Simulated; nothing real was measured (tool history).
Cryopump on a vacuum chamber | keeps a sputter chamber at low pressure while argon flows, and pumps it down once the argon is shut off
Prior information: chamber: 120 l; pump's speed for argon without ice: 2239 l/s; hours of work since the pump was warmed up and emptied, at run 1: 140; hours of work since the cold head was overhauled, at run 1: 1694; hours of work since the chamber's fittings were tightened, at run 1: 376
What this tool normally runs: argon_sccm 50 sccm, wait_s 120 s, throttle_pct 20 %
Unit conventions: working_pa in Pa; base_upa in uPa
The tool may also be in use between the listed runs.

run	hour	argon_sccm	wait_s	throttle_pct	hours of work since the pump was warmed up and emptied	hours of work since the cold head was overhauled	hours of work since the chamber's fittings were tightened	working_pa	base_upa
1	0	50	120	20	140	1694	376	0.1904	0.28
2	107.2	50	120	20	195	1749	431	0.1934	0.29
3	185.6	50	120	48	235	1789	471	0.0821	0.33
4	306.2	50	120	48	297	1851	533	0.0841	0.34
5	386.9	50	120	48	339	1892	574	0.086	0.34
# hour 422.7: pump warmed up, emptied and cooled again
6	467.2	50	120	48	23	1931	613	0.0795	0.3
7	558.8	50	120	20	70	1977	660	0.1906	0.33
8	616.4	50	120	20	99	2007	689	0.1907	0.32
9	717	50	120	20	151	2059	741	0.1927	0.29
10	837.8	50	120	20	213	2120	803	0.1938	0.37
11	955.8	50	120	20	273	2181	863	0.1932	0.32
12	1067.2	50	120	20	330	2238	920	0.1951	0.41
# hour 1121.6: pump warmed up, emptied and cooled again
13	1144	40	120	20	11	2275	957	0.1507	0.31
14	1216.2	50	112	20	48	2312	994	0.1891	0.35
15	1328	50	112	20	106	2369	1051	0.1929	0.32
16	1378	50	112	20	131	2395	1077	0.1915	0.4
17	1443.5	50	112	15	165	2428	1110	0.2539	0.35
18	1561.2	26	260	21	225	2489	1171	0.0958	0.27
19	1620.8	26	260	21	256	2519	1201	0.0959	0.33
20	1740	49	71	28	317	2580	1262	0.138	0.46
# hour 1816: pump warmed up, emptied and cooled again
21	1828.2	64	220	52	6	2623	1305	0.0937	0.29
22	1925.1	64	220	21	56	2672	1355	0.2315	0.25
23	2000	41	146	29	94	2711	1393	0.1085	0.38
24	2067.8	41	146	29	129	2746	1428	0.1096	0.32
25	2123.7	92	146	17	158	2774	1456	0.4161	0.33
26	2219.5	60	174	20	207	2823	1506	0.233	0.36
27	2325.1	50	24	29	261	2877	1560	0.1355	0.88
28	2394.4	50	278	42	296	2913	1595	0.0974	0.33
29	2455.1	50	278	42	328	2944	1626	0.0962	0.32
# hour 2518: pump warmed up, emptied and cooled again
30	2575.3	41	120	29	29	3003	1685	0.1085	0.39
31	2659.7	23	120	29	73	3046	1729	0.0609	0.38
32	2709.2	23	199	29	98	3072	1754	0.0614	0.36
33	2828.7	23	199	29	159	3133	1815	0.0605	0.31
34	2938.5	64	120	51	215	3189	1871	0.1	0.42

Same runs, no hidden state in the tool, same run-to-run variation:
Hidden state present: pump's speed, % of a pump's without ice; cold plate's temperature, K; leak into the chamber, uPa l/s; drift of the gauge itself on working_pa, %; drift of the gauge itself on base_upa, %.
run	working_pa	base_upa
1	0.1871	0.23
2	0.1891	0.24
3	0.0771	0.26
4	0.078	0.27
5	0.0789	0.26
6	0.0785	0.24
7	0.1889	0.27
8	0.1886	0.26
9	0.1896	0.22
10	0.1896	0.29
11	0.1879	0.23
12	0.1887	0.32
13	0.15	0.24
14	0.1877	0.28
15	0.1905	0.24
16	0.1887	0.31
17	0.2505	0.26
18	0.0935	0.17
19	0.0933	0.22
20	0.1319	0.34
21	0.0923	0.2
22	0.2291	0.15
23	0.1064	0.27
24	0.1071	0.21
25	0.4095	0.21
26	0.2276	0.23
27	0.1301	0.75
28	0.0912	0.19
29	0.0894	0.18
30	0.1074	0.28
31	0.0599	0.26
32	0.0603	0.24
33	0.0588	0.18
34	0.0941	0.28

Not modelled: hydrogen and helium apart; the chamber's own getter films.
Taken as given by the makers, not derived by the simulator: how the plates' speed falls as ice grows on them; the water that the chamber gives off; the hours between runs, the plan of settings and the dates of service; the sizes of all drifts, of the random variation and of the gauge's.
